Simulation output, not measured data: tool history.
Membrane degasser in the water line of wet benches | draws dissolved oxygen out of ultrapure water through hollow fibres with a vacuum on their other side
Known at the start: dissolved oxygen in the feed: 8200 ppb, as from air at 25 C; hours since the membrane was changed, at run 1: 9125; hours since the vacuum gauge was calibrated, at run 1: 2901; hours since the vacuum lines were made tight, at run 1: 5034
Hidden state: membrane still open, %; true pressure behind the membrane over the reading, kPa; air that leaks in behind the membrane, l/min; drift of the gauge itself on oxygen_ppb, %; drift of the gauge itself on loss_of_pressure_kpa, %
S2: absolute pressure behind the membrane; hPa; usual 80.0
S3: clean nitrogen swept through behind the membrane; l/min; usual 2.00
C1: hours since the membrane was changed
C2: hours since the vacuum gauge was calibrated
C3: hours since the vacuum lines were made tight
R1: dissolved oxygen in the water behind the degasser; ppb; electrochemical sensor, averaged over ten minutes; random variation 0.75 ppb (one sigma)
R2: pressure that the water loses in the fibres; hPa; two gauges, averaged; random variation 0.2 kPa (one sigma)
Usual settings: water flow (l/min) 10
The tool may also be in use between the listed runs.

run 1 day=0.000 | water_flow_(l/min)=10 S2=80.0 S3=2.00 | C1=9125 C2=2901 C3=5034 | R1=69.0 R2=428.2
run 2 day=6.517 | water_flow_(l/min)=10 S2=80.0 S3=2.00 | C1=9282 C2=3057 C3=5190 | R1=68.9 R2=427.6
run 3 day=14.371 | water_flow_(l/min)=10 S2=80.0 S3=1.77 | C1=9470 C2=3246 C3=5378 | R1=75.3 R2=432.1
run 4 day=24.800 | water_flow_(l/min)=10 S2=80.0 S3=1.77 | C1=9721 C2=3496 C3=5629 | R1=77.1 R2=434.3
run 5 day=33.179 | water_flow_(l/min)=10 S2=80.0 S3=1.77 | C1=9922 C2=3697 C3=5830 | R1=78.0 R2=429.6
run 6 day=45.429 | water_flow_(l/min)=10 S2=80.0 S3=1.77 | C1=10216 C2=3991 C3=6124 | R1=76.8 R2=429.2
run 7 day=57.633 | water_flow_(l/min)=10 S2=80.0 S3=2.00 | C1=10509 C2=4284 C3=6417 | R1=69.8 R2=432.5
run 8 day=63.704 | water_flow_(l/min)=10 S2=80.0 S3=2.00 | C1=10654 C2=4430 C3=6562 | R1=69.0 R2=428.7
run 9 day=75.358 | water_flow_(l/min)=10 S2=80.0 S3=2.00 | C1=10934 C2=4709 C3=6842 | R1=68.6 R2=430.1
run 10 day=82.154 | water_flow_(l/min)=10 S2=80.0 S3=2.00 | C1=11097 C2=4873 C3=7005 | R1=70.0 R2=431.6
run 11 day=92.633 | water_flow_(l/min)=10 S2=80.0 S3=2.00 | C1=11349 C2=5124 C3=7257 | R1=69.4 R2=430.8
run 12 day=102.792 | water_flow_(l/min)=10 S2=80.0 S3=2.00 | C1=11592 C2=5368 C3=7501 | R1=70.1 R2=430.8
run 13 day=109.162 | water_flow_(l/min)=10 S2=80.0 S3=2.00 | C1=11745 C2=5521 C3=7653 | R1=69.3 R2=431.3
run 14 day=120.192 | water_flow_(l/min)=10 S2=80.0 S3=2.00 | C1=12010 C2=5785 C3=7918 | R1=69.6 R2=432.3
run 15 day=132.150 | water_flow_(l/min)=9 S2=80.0 S3=2.00 | C1=12297 C2=6073 C3=8205 | R1=61.4 R2=389.1
run 16 day=139.079 | water_flow_(l/min)=9 S2=80.0 S3=2.00 | C1=12463 C2=6239 C3=8371 | R1=60.1 R2=386.6
run 17 day=149.954 | water_flow_(l/min)=10 S2=72.4 S3=2.00 | C1=12724 C2=6500 C3=8632 | R1=60.4 R2=429.8
run 18 day=159.050 | water_flow_(l/min)=6 S2=134.8 S3=1.32 | C1=12943 C2=6718 C3=8851 | R1=117.4 R2=258.7
run 19 day=165.146 | water_flow_(l/min)=8 S2=83.5 S3=0.85 | C1=13089 C2=6864 C3=8997 | R1=119.6 R2=349.1
run 20 day=177.200 | water_flow_(l/min)=8 S2=83.5 S3=0.85 | C1=13378 C2=7154 C3=9286 | R1=119.2 R2=347.5
run 21 day=184.350 | water_flow_(l/min)=7 S2=83.5 S3=0.91 | C1=13550 C2=7325 C3=9458 | R1=97.6 R2=304.2
run 22 day=189.650 | water_flow_(l/min)=9 S2=80.0 S3=2.00 | C1=13677 C2=7453 C3=9585 | R1=60.7 R2=388.6
run 23 day=199.079 | water_flow_(l/min)=9 S2=80.0 S3=2.00 | C1=13903 C2=7679 C3=9811 | R1=60.3 R2=389.6
run 24 day=210.254 | water_flow_(l/min)=8 S2=83.1 S3=5.49 | C1=14172 C2=7947 C3=10080 | R1=23.3 R2=342.3
run 25 day=221.158 | water_flow_(l/min)=15 S2=69.9 S3=2.42 | C1=14433 C2=8209 C3=10341 | R1=102.9 R2=646.5
-- day=225.821 vacuum gauge calibrated
run 26 day=229.821 | water_flow_(l/min)=15 S2=80.0 S3=2.00 | C1=14641 C2=96 C3=10549 | R1=129.6 R2=646.6
run 27 day=236.612 | water_flow_(l/min)=14 S2=153.6 S3=2.00 | C1=14804 C2=259 C3=10712 | R1=235.8 R2=608.0
run 28 day=243.362 | water_flow_(l/min)=12 S2=198.7 S3=2.00 | C1=14966 C2=421 C3=10874 | R1=256.0 R2=516.1
run 29 day=248.983 | water_flow_(l/min)=11 S2=80.0 S3=2.00 | C1=15101 C2=556 C3=11009 | R1=79.6 R2=474.5
run 30 day=255.971 | water_flow_(l/min)=11 S2=86.3 S3=5.72 | C1=15268 C2=724 C3=11176 | R1=41.7 R2=476.2
run 31 day=267.321 | water_flow_(l/min)=11 S2=86.3 S3=5.72 | C1=15541 C2=996 C3=11449 | R1=41.9 R2=473.4
-- day=278.025 seals of the vacuum lines changed
run 32 day=278.025 | water_flow_(l/min)=11 S2=86.3 S3=5.72 | C1=15796 C2=1251 C3=0 | R1=41.5 R2=472.6

4 ways to go on from here, each from the tool as it stands after run 32. What would each give?
run A day=285.517 | water_flow_(l/min)=7 S2=66.3 S3=5.72 | C1=15975 C2=1431 C3=180 | R1=? R2=?
run B day=285.517 | water_flow_(l/min)=10 S2=80.0 S3=5.48 | C1=15975 C2=1431 C3=180 | R1=? R2=?
run C day=285.517 | water_flow_(l/min)=9 S2=86.3 S3=5.03 | C1=15975 C2=1431 C3=180 | R1=? R2=?
run D day=285.517 | water_flow_(l/min)=14 S2=86.3 S3=5.72 | C1=15975 C2=1431 C3=180 | R1=? R2=?

run=A R1=13.1 R2=303.2
run=B R1=33.2 R2=429.6
run=C R1=32.0 R2=392.2
run=D R1=69.7 R2=604.5
Without the tool's hidden state the same runs would have given:
run=A R1=13.0 R2=302.3
run=B R1=33.0 R2=428.3
run=C R1=31.8 R2=391.1
run=D R1=69.1 R2=602.7
